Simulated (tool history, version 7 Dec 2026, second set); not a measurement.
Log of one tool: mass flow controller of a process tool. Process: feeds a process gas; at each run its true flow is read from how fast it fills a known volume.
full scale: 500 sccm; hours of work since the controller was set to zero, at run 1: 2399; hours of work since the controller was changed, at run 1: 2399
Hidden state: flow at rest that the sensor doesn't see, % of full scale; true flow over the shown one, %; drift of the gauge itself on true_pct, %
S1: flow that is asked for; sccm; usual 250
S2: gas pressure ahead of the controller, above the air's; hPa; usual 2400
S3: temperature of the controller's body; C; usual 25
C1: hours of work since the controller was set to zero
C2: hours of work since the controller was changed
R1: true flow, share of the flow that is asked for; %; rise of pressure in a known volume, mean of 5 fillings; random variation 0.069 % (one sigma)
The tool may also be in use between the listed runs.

run 1 hour=0 | S1=250 S2=2400 S3=25 | C1=2399 C2=2399 | R1=99.71
run 2 hour=232 | S1=250 S2=2400 S3=30 | C1=2522 C2=2522 | R1=100.07
run 3 hour=457.8 | S1=250 S2=2400 S3=30 | C1=2642 C2=2642 | R1=99.88
run 4 hour=593.3 | S1=250 S2=2400 S3=25 | C1=2713 C2=2713 | R1=99.56
run 5 hour=780.2 | S1=250 S2=2400 S3=25 | C1=2812 C2=2812 | R1=99.64
run 6 hour=928.7 | S1=250 S2=2400 S3=25 | C1=2891 C2=2891 | R1=99.64
run 7 hour=1192.6 | S1=250 S2=2400 S3=25 | C1=3031 C2=3031 | R1=99.51
run 8 hour=1458.7 | S1=250 S2=2400 S3=35 | C1=3172 C2=3172 | R1=100.31
run 9 hour=1734.8 | S1=250 S2=2400 S3=25 | C1=3318 C2=3318 | R1=99.77
run 10 hour=1860.1 | S1=250 S2=2400 S3=25 | C1=3384 C2=3384 | R1=99.79
run 11 hour=2090.2 | S1=250 S2=2400 S3=25 | C1=3506 C2=3506 | R1=99.71
run 12 hour=2336 | S1=356 S2=2400 S3=25 | C1=3636 C2=3636 | R1=99.58

The next listed run, before its measurement:
run 13 hour=2588.2 | S1=356 S2=2400 S3=25 | C1=3770 C2=3770 | R1=?

{"run 13": {"R1": 99.58}}
Without the tool's hidden state the same run would have given R1 99.75 %.
